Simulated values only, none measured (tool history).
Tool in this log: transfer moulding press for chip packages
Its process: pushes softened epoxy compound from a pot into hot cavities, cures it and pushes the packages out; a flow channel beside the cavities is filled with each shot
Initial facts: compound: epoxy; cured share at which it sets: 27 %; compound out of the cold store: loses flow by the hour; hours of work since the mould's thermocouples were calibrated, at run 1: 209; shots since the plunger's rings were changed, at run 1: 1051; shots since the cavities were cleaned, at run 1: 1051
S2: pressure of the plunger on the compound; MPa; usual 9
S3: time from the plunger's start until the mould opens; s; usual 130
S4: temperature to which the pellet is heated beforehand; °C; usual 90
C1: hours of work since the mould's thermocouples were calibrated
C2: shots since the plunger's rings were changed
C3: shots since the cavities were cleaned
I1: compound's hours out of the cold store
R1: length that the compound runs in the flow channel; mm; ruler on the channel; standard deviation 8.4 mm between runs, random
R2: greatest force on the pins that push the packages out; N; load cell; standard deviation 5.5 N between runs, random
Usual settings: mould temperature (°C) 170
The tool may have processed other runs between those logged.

{"run": 1, "hour": 0.0, "mould temperature (°C)": 170, "S2": 9, "S3": 130, "S4": 90, "C1": 209, "C2": 1051, "C3": 1051, "I1": 13.4, "R1": 1040, "R2": 190}
{"hour": 11.5, "done": "cavities cleaned with cleaning compound and waxed"}
{"run": 2, "hour": 46.8, "mould temperature (°C)": 170, "S2": 9, "S3": 130, "S4": 90, "C1": 230, "C2": 1381, "C3": 258, "I1": 34, "R1": 936, "R2": 181}
{"run": 3, "hour": 98.6, "mould temperature (°C)": 170, "S2": 9, "S3": 130, "S4": 90, "C1": 254, "C2": 1757, "C3": 634, "I1": 39.5, "R1": 889, "R2": 191}
{"run": 4, "hour": 129.4, "mould temperature (°C)": 170, "S2": 9, "S3": 130, "S4": 90, "C1": 268, "C2": 1981, "C3": 858, "I1": 23.7, "R1": 985, "R2": 193}
{"hour": 167.2, "done": "cavities cleaned with cleaning compound and waxed"}
{"run": 5, "hour": 181.4, "mould temperature (°C)": 170, "S2": 9, "S3": 130, "S4": 90, "C1": 292, "C2": 2349, "C3": 103, "I1": 20.7, "R1": 997, "R2": 184}
{"run": 6, "hour": 218.1, "mould temperature (°C)": 170, "S2": 9, "S3": 130, "S4": 90, "C1": 309, "C2": 2616, "C3": 370, "I1": 27.3, "R1": 960, "R2": 187}
{"run": 7, "hour": 240.6, "mould temperature (°C)": 170, "S2": 9, "S3": 130, "S4": 94, "C1": 319, "C2": 2780, "C3": 534, "I1": 35.1, "R1": 919, "R2": 192}
{"run": 8, "hour": 266.4, "mould temperature (°C)": 170, "S2": 9, "S3": 130, "S4": 94, "C1": 331, "C2": 2967, "C3": 721, "I1": 37.6, "R1": 910, "R2": 187}
{"run": 9, "hour": 315.1, "mould temperature (°C)": 170, "S2": 9.26, "S3": 130, "S4": 90, "C1": 354, "C2": 3321, "C3": 1075, "I1": 38.3, "R1": 923, "R2": 185}
{"hour": 323.3, "done": "cavities cleaned with cleaning compound and waxed"}
{"run": 10, "hour": 362.9, "mould temperature (°C)": 170, "S2": 9.26, "S3": 130, "S4": 90, "C1": 375, "C2": 3658, "C3": 288, "I1": 18.8, "R1": 1030, "R2": 186}
{"run": 11, "hour": 386.8, "mould temperature (°C)": 170, "S2": 9.26, "S3": 130, "S4": 90, "C1": 386, "C2": 3833, "C3": 463, "I1": 28.9, "R1": 967, "R2": 195}
{"run": 12, "hour": 425.8, "mould temperature (°C)": 173, "S2": 9, "S3": 130, "S4": 95, "C1": 404, "C2": 4117, "C3": 747, "I1": 40.6, "R1": 867, "R2": 156}
{"hour": 437.3, "done": "mould's thermocouples calibrated"}
{"hour": 451.7, "done": "plunger's sealing rings changed"}
{"run": 13, "hour": 472.4, "mould temperature (°C)": 173, "S2": 9, "S3": 130, "S4": 95, "C1": 15, "C2": 150, "C3": 1052, "I1": 16.1, "R1": 1013, "R2": 181}
{"hour": 483.6, "done": "cavities cleaned with cleaning compound and waxed"}
{"run": 14, "hour": 497.2, "mould temperature (°C)": 173, "S2": 9, "S3": 130, "S4": 95, "C1": 26, "C2": 321, "C3": 100, "I1": 12.3, "R1": 1041, "R2": 166}
{"run": 15, "hour": 526.2, "mould temperature (°C)": 172, "S2": 9, "S3": 130, "S4": 95, "C1": 39, "C2": 531, "C3": 310, "I1": 8.4, "R1": 1078, "R2": 189}
{"run": 16, "hour": 556.1, "mould temperature (°C)": 171, "S2": 9.74, "S3": 142, "S4": 90, "C1": 53, "C2": 749, "C3": 528, "I1": 25.5, "R1": 1011, "R2": 167}
{"run": 17, "hour": 585.8, "mould temperature (°C)": 171, "S2": 9.74, "S3": 142, "S4": 90, "C1": 67, "C2": 965, "C3": 744, "I1": 23, "R1": 1017, "R2": 159}
{"run": 18, "hour": 630.3, "mould temperature (°C)": 167, "S2": 9, "S3": 111, "S4": 93, "C1": 88, "C2": 1289, "C3": 1068, "I1": 23.9, "R1": 1005, "R2": 306}
{"hour": 641.4, "done": "cavities cleaned with cleaning compound and waxed"}
{"run": 19, "hour": 682.2, "mould temperature (°C)": 174, "S2": 9, "S3": 111, "S4": 89, "C1": 111, "C2": 1655, "C3": 296, "I1": 37.9, "R1": 892, "R2": 197}
{"run": 20, "hour": 726.5, "mould temperature (°C)": 165, "S2": 8.91, "S3": 130, "S4": 90, "C1": 131, "C2": 1978, "C3": 619, "I1": 43.4, "R1": 890, "R2": 245}
{"run": 21, "hour": 776.0, "mould temperature (°C)": 165, "S2": 7.89, "S3": 130, "S4": 90, "C1": 154, "C2": 2338, "C3": 979, "I1": 15.1, "R1": 992, "R2": 255}

Here are 3 independent what-if runs from the current tool condition. What would each one return?
{"hour": 797.3, "done": "cavities cleaned with cleaning compound and waxed"}
{"run": "A", "hour": 812.1, "mould temperature (°C)": 165, "S2": 7.18, "S3": 136, "S4": 90, "C1": 170, "C2": 2590, "C3": 108, "I1": 23.3, "R1": "?", "R2": "?"}
{"hour": 797.3, "done": "cavities cleaned with cleaning compound and waxed"}
{"run": "B", "hour": 812.1, "mould temperature (°C)": 170, "S2": 9, "S3": 130, "S4": 81, "C1": 170, "C2": 2590, "C3": 108, "I1": 23.1, "R1": "?", "R2": "?"}
{"hour": 797.3, "done": "cavities cleaned with cleaning compound and waxed"}
{"run": "C", "hour": 812.1, "mould temperature (°C)": 173, "S2": 9.19, "S3": 154, "S4": 90, "C1": 170, "C2": 2590, "C3": 108, "I1": 16.4, "R1": "?", "R2": "?"}

run=A R1=904 R2=230
run=B R1=1000 R2=197
run=C R1=1027 R2=161
Without the tool's unlogged condition, the same runs would have read:
run=A R1=904 R2=229
run=B R1=1001 R2=196
run=C R1=1028 R2=161
